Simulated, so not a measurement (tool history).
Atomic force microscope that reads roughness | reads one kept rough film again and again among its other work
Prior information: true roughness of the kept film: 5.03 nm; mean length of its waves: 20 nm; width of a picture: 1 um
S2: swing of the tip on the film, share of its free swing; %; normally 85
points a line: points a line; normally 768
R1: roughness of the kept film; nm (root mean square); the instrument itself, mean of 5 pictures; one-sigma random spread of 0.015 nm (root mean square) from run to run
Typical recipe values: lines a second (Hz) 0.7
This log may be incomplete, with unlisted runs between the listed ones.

Run 1, hour 0: usual settings. Result: R1 2.853 nm (root mean square).
Run 2, hour 22.1: usual settings. Result: R1 2.776 nm (root mean square).
At hour 35.3: new tip fitted.
Run 3, hour 45.8: usual settings. Result: R1 3.549 nm (root mean square).
Run 4, hour 68: usual settings. Result: R1 3.452 nm (root mean square).
Run 5, hour 107.6: usual settings. Result: R1 3.271 nm (root mean square).
Run 6, hour 151.8: usual settings but points a line 264. Result: R1 3.031 nm (root mean square).
Run 7, hour 176.9: usual settings but points a line 264. Result: R1 2.924 nm (root mean square).
Run 8, hour 198.7: usual settings. Result: R1 2.953 nm (root mean square).
Run 9, hour 231.7: usual settings. Result: R1 2.848 nm (root mean square).
Run 10, hour 264.9: usual settings. Result: R1 2.745 nm (root mean square).
At hour 273.6: new tip fitted.
Run 11, hour 291.6: usual settings. Result: R1 3.543 nm (root mean square).
Run 12, hour 333.2: usual settings. Result: R1 3.34 nm (root mean square).
Run 13, hour 363.6: usual settings. Result: R1 3.229 nm (root mean square).
Run 14, hour 397.2: usual settings. Result: R1 3.08 nm (root mean square).
Run 15, hour 444.8: usual settings. Result: R1 2.905 nm (root mean square).
Run 16, hour 464: usual settings. Result: R1 2.864 nm (root mean square).
Run 17, hour 485.9: usual settings. Result: R1 2.8 nm (root mean square).
At hour 509.3: new tip fitted.
Run 18, hour 509.4: usual settings. Result: R1 3.55 nm (root mean square).
Run 19, hour 534.9: usual settings. Result: R1 3.409 nm (root mean square).
Run 20, hour 561.7: usual settings but lines a second (Hz) 1.884, S2 71 %, points a line 280. Result: R1 3.122 nm (root mean square).
Run 21, hour 601.4: usual settings but lines a second (Hz) 1.333, S2 75 %, points a line 411. Result: R1 3.072 nm (root mean square).
Run 22, hour 646.5: usual settings but lines a second (Hz) 1.333, S2 75 %, points a line 411. Result: R1 2.885 nm (root mean square).
Run 23, hour 669.3: usual settings but points a line 896. Result: R1 2.892 nm (root mean square).
Run 24, hour 698.2: usual settings but lines a second (Hz) 0.775, S2 74 %, points a line 979. Result: R1 2.89 nm (root mean square).
Run 25, hour 724: usual settings but lines a second (Hz) 0.532, S2 56 %, points a line 769. Result: R1 2.914 nm (root mean square).
At hour 744.4: new tip fitted.
Run 26, hour 765: usual settings but S2 60 %. Result: R1 3.774 nm (root mean square).
Run 27, hour 787: usual settings but S2 60 %. Result: R1 3.673 nm (root mean square).
Run 28, hour 818.3: usual settings but S2 60 %. Result: R1 3.513 nm (root mean square).
Run 29, hour 863.2: usual settings but lines a second (Hz) 0.67. Result: R1 3.108 nm (root mean square).
Run 30, hour 884: usual settings but S2 56 %. Result: R1 3.278 nm (root mean square).
Run 31, hour 930.5: usual settings but S2 56 %. Result: R1 3.102 nm (root mean square).
Run 32, hour 965.2: usual settings but lines a second (Hz) 1.522, S2 87 %, points a line 909. Result: R1 2.493 nm (root mean square).
At hour 980.2: new tip fitted.
Run 33, hour 1006.6: usual settings but lines a second (Hz) 1.522, S2 87 %, points a line 909. Result: R1 3.145 nm (root mean square).
Run 34, hour 1026.2: usual settings but lines a second (Hz) 1.522, S2 70 %, points a line 931. Result: R1 3.409 nm (root mean square).
Run 35, hour 1068.5: usual settings but lines a second (Hz) 1.522, S2 70 %, points a line 931. Result: R1 3.195 nm (root mean square).
Run 36, hour 1090.9: usual settings but lines a second (Hz) 0.925, S2 70 %, points a line 931. Result: R1 3.232 nm (root mean square).
Run 37, hour 1133: usual settings but lines a second (Hz) 0.925, S2 70 %, points a line 931. Result: R1 3.092 nm (root mean square).
Run 38, hour 1169.4: usual settings but lines a second (Hz) 0.925, S2 70 %, points a line 931. Result: R1 2.971 nm (root mean square).

Predict each of these 3 candidate next runs independently; none follows another, all start after run 38:
Run A, hour 1213.1: usual settings but lines a second (Hz) 3.503, S2 87 %. Result: R1 ?.
Run B, hour 1213.1: usual settings but lines a second (Hz) 0.81, S2 70 %, points a line 942. Result: R1 ?.
Run C, hour 1213.1: usual settings but points a line 280. Result: R1 ?.

run     R1
  A  1.975
  B  2.846
  C  2.645
Stripped of hidden state, with their random variation kept, the same runs would have yielded:
run     R1
  A  2.665
  B  3.836
  C  3.565
